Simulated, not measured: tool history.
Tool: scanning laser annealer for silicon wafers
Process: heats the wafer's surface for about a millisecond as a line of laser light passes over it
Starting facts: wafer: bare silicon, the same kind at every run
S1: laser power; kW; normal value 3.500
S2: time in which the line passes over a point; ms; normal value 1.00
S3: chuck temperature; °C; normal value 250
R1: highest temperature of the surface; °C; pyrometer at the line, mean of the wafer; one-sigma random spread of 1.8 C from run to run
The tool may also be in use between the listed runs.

run 1 hour=0.0 | S1=3.500 S2=1.00 S3=250 | R1=1033
run 2 hour=39.3 | S1=3.500 S2=1.00 S3=250 | R1=1032
run 3 hour=111.8 | S1=3.500 S2=0.70 S3=250 | R1=899
run 4 hour=179.7 | S1=3.500 S2=1.12 S3=250 | R1=1077
run 5 hour=231.4 | S1=3.500 S2=1.12 S3=250 | R1=1078
run 6 hour=286.0 | S1=3.500 S2=1.00 S3=250 | R1=1026
run 7 hour=349.5 | S1=3.500 S2=1.00 S3=250 | R1=1026
run 8 hour=399.7 | S1=3.500 S2=1.00 S3=250 | R1=1027
run 9 hour=431.3 | S1=3.500 S2=1.00 S3=250 | R1=1022
run 10 hour=496.5 | S1=3.500 S2=1.00 S3=250 | R1=1019
run 11 hour=552.2 | S1=3.500 S2=1.00 S3=250 | R1=1024
run 12 hour=602.4 | S1=3.500 S2=1.00 S3=250 | R1=1018
run 13 hour=660.5 | S1=3.063 S2=1.00 S3=250 | R1=919
run 14 hour=699.9 | S1=3.063 S2=1.00 S3=250 | R1=919
run 15 hour=770.1 | S1=3.063 S2=1.00 S3=250 | R1=915
run 16 hour=840.2 | S1=3.500 S2=1.00 S3=283 | R1=1048
run 17 hour=883.6 | S1=3.523 S2=1.00 S3=283 | R1=1053
-- hour=938.2 optics aligned, line set to its width
run 18 hour=938.2 | S1=3.523 S2=1.00 S3=283 | R1=1065
run 19 hour=986.9 | S1=3.523 S2=1.00 S3=283 | R1=1064
run 20 hour=1057.9 | S1=3.500 S2=0.87 S3=250 | R1=968
run 21 hour=1116.6 | S1=3.039 S2=1.00 S3=250 | R1=914
run 22 hour=1167.0 | S1=3.820 S2=1.00 S3=275 | R1=1117
run 23 hour=1197.2 | S1=3.559 S2=0.78 S3=278 | R1=967
run 24 hour=1264.6 | S1=3.559 S2=0.78 S3=278 | R1=964
run 25 hour=1300.1 | S1=3.559 S2=0.78 S3=278 | R1=964
run 26 hour=1350.8 | S1=3.559 S2=0.78 S3=278 | R1=962
run 27 hour=1389.3 | S1=3.500 S2=1.00 S3=260 | R1=1023
run 28 hour=1439.2 | S1=3.650 S2=1.08 S3=253 | R1=1085
run 29 hour=1484.9 | S1=3.650 S2=1.08 S3=253 | R1=1079
run 30 hour=1550.5 | S1=3.636 S2=1.08 S3=234 | R1=1057
run 31 hour=1581.9 | S1=3.706 S2=0.84 S3=232 | R1=971
-- hour=1593.4 window over the wafer cleaned
run 32 hour=1620.6 | S1=3.599 S2=1.22 S3=222 | R1=1113
run 33 hour=1667.6 | S1=3.599 S2=1.10 S3=289 | R1=1130
run 34 hour=1735.0 | S1=3.599 S2=1.10 S3=289 | R1=1133
run 35 hour=1786.2 | S1=3.599 S2=1.10 S3=289 | R1=1128
run 36 hour=1850.7 | S1=3.599 S2=1.10 S3=289 | R1=1125
run 37 hour=1920.7 | S1=3.599 S2=1.10 S3=289 | R1=1126
run 38 hour=1973.2 | S1=3.500 S2=1.01 S3=288 | R1=1066
run 39 hour=2022.0 | S1=3.750 S2=1.00 S3=250 | R1=1078
run 40 hour=2062.7 | S1=3.750 S2=0.72 S3=250 | R1=949
run 41 hour=2119.0 | S1=3.750 S2=1.23 S3=248 | R1=1165
run 42 hour=2183.8 | S1=3.281 S2=1.00 S3=285 | R1=1001

Below are 3 alternative next runs, each starting from the tool's condition after run 42. Predict each:
run A hour=2223.0 | S1=3.158 S2=1.00 S3=285 | R1=?
run B hour=2223.0 | S1=3.241 S2=1.00 S3=282 | R1=?
run C hour=2223.0 | S1=3.308 S2=1.09 S3=250 | R1=?

run=A R1=972
run=B R1=986
run=C R1=1002
What these runs would have given with no unlogged condition in the tool:
run=A R1=1005
run=B R1=1020
run=C R1=1038

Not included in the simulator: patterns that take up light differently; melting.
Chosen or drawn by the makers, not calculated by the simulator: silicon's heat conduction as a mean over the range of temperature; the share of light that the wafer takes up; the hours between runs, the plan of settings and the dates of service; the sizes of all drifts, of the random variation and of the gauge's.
